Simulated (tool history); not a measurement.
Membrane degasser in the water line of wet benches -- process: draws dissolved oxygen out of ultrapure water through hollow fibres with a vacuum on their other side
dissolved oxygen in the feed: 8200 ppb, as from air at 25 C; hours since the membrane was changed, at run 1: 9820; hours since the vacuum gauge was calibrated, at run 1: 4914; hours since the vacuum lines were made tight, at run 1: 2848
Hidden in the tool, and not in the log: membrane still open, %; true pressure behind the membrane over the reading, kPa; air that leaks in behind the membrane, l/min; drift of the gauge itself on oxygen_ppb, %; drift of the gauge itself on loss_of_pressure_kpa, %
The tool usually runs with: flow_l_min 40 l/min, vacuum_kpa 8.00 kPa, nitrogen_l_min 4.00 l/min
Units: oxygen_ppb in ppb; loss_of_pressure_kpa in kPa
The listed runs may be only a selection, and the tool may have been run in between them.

run      day  flow_l_min  vacuum_kpa  nitrogen_l_min  hours since the membrane was changed  hours since the vacuum gauge was calibrated  hours since the vacuum lines were made tight  oxygen_ppb  loss_of_pressure_kpa
  1    0.000          40        8.00            4.00                                  9820                                         4914                                          2848       125.1                 46.93
  2    8.662          40        8.00            5.41                                 10028                                         5122                                          3056        97.9                 46.42
  3   13.967          40        6.77            4.00                                 10155                                         5249                                          3183        98.2                 46.43
  4   19.058          40        8.00            4.00                                 10278                                         5372                                          3305       126.2                 46.81
  5   29.071          40        5.87            4.00                                 10518                                         5612                                          3546        76.6                 46.19
  6   37.012          40       11.44            4.00                                 10708                                         5802                                          3736       204.3                 46.59
  7   44.846          27        8.00            4.00                                 10896                                         5990                                          3924        80.8                 31.45
  8   52.188          40        8.00            4.00                                 11073                                         6167                                          4100       126.1                 46.07
  9   62.283          40       18.65            4.00                                 11315                                         6409                                          4343       364.1                 45.95
 10   72.804          40       18.65            4.00                                 11567                                         6661                                          4595       362.1                 46.09
 11   78.054          40        6.86            9.92                                 11693                                         6787                                          4721        49.2                 45.29
 12   83.750          42        8.66            9.91                                 11830                                         6924                                          4858        73.0                 48.06
      86.433  -- gauge calibrated
      87.392  -- vacuum gauge calibrated
 13   92.704          42        8.66            9.91                                 12045                                          128                                          5072        72.1                 48.96
 14   97.867          43        6.85            5.15                                 12168                                          251                                          5196        90.2                 50.31
 15  106.279          27       10.20            5.15                                 12370                                          453                                          5398        90.3                 31.48
 16  113.142          27       10.20            5.15                                 12535                                          618                                          5563        90.8                 31.32
 17  122.617          27       10.20            5.15                                 12762                                          845                                          5790        91.1                 31.39
 18  127.692          30       16.07            6.75                                 12884                                          967                                          5912       141.5                 34.63

Each row is a separate what-if for the run after 18, all from the same tool condition, not one after another. Results?
  A  135.825          40        9.63            4.00                                 13079                                         1162                                          6107           ?                     ?
  B  135.825          55       19.10            6.75                                 13079                                         1162                                          6107           ?                     ?
  C  135.825          30        6.24            6.99                                 13079                                         1162                                          6107           ?                     ?
  D  135.825          31        6.72            6.75                                 13079                                         1162                                          6107           ?                     ?

run  oxygen_ppb  loss_of_pressure_kpa
  A       160.9                 45.98
  B       334.4                 62.98
  C        36.2                 34.85
  D        43.2                 35.90
The same runs, with their run-to-run variation unchanged, on a tool lacking any hidden condition would have given:
run  oxygen_ppb  loss_of_pressure_kpa
  A       160.7                 46.51
  B       334.0                 63.70
  C        36.1                 35.25
  D        43.1                 36.31
